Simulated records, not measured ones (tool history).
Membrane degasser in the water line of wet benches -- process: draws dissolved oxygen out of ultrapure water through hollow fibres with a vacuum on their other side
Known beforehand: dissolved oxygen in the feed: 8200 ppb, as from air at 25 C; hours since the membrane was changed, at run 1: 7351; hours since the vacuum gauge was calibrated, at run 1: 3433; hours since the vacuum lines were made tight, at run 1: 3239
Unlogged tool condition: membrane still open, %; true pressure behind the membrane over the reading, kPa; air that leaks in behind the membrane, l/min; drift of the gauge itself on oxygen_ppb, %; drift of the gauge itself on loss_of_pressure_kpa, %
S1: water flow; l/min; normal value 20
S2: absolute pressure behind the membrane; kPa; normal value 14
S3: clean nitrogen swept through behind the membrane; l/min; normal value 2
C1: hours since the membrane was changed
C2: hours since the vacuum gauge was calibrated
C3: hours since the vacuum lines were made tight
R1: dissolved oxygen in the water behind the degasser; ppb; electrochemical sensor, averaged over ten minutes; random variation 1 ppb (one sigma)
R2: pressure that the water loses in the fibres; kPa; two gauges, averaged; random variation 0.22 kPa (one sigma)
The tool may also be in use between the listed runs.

{"run": 1, "day": 0.0, "S1": 20, "S2": 14, "S3": 2, "C1": 7351, "C2": 3433, "C3": 3239, "R1": 259.9, "R2": 56.17}
{"run": 2, "day": 8.433, "S1": 20, "S2": 14, "S3": 2, "C1": 7554, "C2": 3635, "C3": 3442, "R1": 259.9, "R2": 56.46}
{"run": 3, "day": 12.833, "S1": 15, "S2": 14, "S3": 2, "C1": 7659, "C2": 3741, "C3": 3547, "R1": 196.4, "R2": 42.25}
{"run": 4, "day": 21.296, "S1": 20, "S2": 10, "S3": 2, "C1": 7862, "C2": 3944, "C3": 3750, "R1": 170, "R2": 56.5}
{"run": 5, "day": 25.129, "S1": 20, "S2": 14, "S3": 2.59, "C1": 7954, "C2": 4036, "C3": 3843, "R1": 207, "R2": 56.47}
{"run": 6, "day": 29.612, "S1": 20, "S2": 14, "S3": 2.59, "C1": 8062, "C2": 4143, "C3": 3950, "R1": 207.1, "R2": 56.74}
{"run": 7, "day": 33.779, "S1": 20, "S2": 14, "S3": 2.59, "C1": 8162, "C2": 4243, "C3": 4050, "R1": 207.8, "R2": 56.51}
{"run": 8, "day": 42.0, "S1": 20, "S2": 14, "S3": 2.59, "C1": 8359, "C2": 4441, "C3": 4247, "R1": 208, "R2": 56.54}
{"run": 9, "day": 46.646, "S1": 20, "S2": 14, "S3": 2.59, "C1": 8471, "C2": 4552, "C3": 4359, "R1": 208.6, "R2": 56.5}
{"run": 10, "day": 51.779, "S1": 20, "S2": 14, "S3": 2.59, "C1": 8594, "C2": 4675, "C3": 4482, "R1": 207.6, "R2": 56.55}
{"run": 11, "day": 55.438, "S1": 28, "S2": 16.5, "S3": 3.14, "C1": 8682, "C2": 4763, "C3": 4570, "R1": 298.2, "R2": 79.05}
{"run": 12, "day": 63.904, "S1": 25, "S2": 9.3, "S3": 2.4, "C1": 8885, "C2": 4966, "C3": 4773, "R1": 166.6, "R2": 70.91}
{"run": 13, "day": 71.746, "S1": 25, "S2": 9.3, "S3": 2.4, "C1": 9073, "C2": 5155, "C3": 4961, "R1": 167.5, "R2": 70.71}
{"run": 14, "day": 78.596, "S1": 22, "S2": 9.3, "S3": 3.49, "C1": 9238, "C2": 5319, "C3": 5126, "R1": 105.6, "R2": 62.29}
{"run": 15, "day": 86.388, "S1": 22, "S2": 9.3, "S3": 3.49, "C1": 9425, "C2": 5506, "C3": 5313, "R1": 106.6, "R2": 62.49}
{"run": 16, "day": 92.988, "S1": 22, "S2": 9.3, "S3": 3.49, "C1": 9583, "C2": 5664, "C3": 5471, "R1": 106.2, "R2": 62.37}
{"run": 17, "day": 98.05, "S1": 18, "S2": 32.7, "S3": 2.12, "C1": 9704, "C2": 5786, "C3": 5593, "R1": 576.9, "R2": 51.3}
{"run": 18, "day": 105.925, "S1": 20, "S2": 13.1, "S3": 4.74, "C1": 9894, "C2": 5975, "C3": 5782, "R1": 111.5, "R2": 57.26}
{"run": 19, "day": 109.871, "S1": 20, "S2": 13.1, "S3": 4.74, "C1": 9988, "C2": 6070, "C3": 5876, "R1": 112.6, "R2": 57.14}

4 ways to go on from here, each from the tool as it stands after run 19. What would each give?
{"run": "A", "day": 116.454, "S1": 20, "S2": 10.1, "S3": 1.97, "C1": 10146, "C2": 6228, "C3": 6034, "R1": "?", "R2": "?"}
{"run": "B", "day": 116.454, "S1": 15, "S2": 13.1, "S3": 4.74, "C1": 10146, "C2": 6228, "C3": 6034, "R1": "?", "R2": "?"}
{"run": "C", "day": 116.454, "S1": 29, "S2": 12.2, "S3": 1.53, "C1": 10146, "C2": 6228, "C3": 6034, "R1": "?", "R2": "?"}
{"run": "D", "day": 116.454, "S1": 20, "S2": 13.1, "S3": 3.26, "C1": 10146, "C2": 6228, "C3": 6034, "R1": "?", "R2": "?"}

run=A R1=178 R2=56.86
run=B R1=83.1 R2=42.96
run=C R1=401.8 R2=82.97
run=D R1=157.4 R2=57.01
Without the tool's unlogged condition, the same runs would have read:
run=A R1=167.9 R2=53.65
run=B R1=78.3 R2=40.54
run=C R1=384 R2=78.3
run=D R1=149.2 R2=53.81

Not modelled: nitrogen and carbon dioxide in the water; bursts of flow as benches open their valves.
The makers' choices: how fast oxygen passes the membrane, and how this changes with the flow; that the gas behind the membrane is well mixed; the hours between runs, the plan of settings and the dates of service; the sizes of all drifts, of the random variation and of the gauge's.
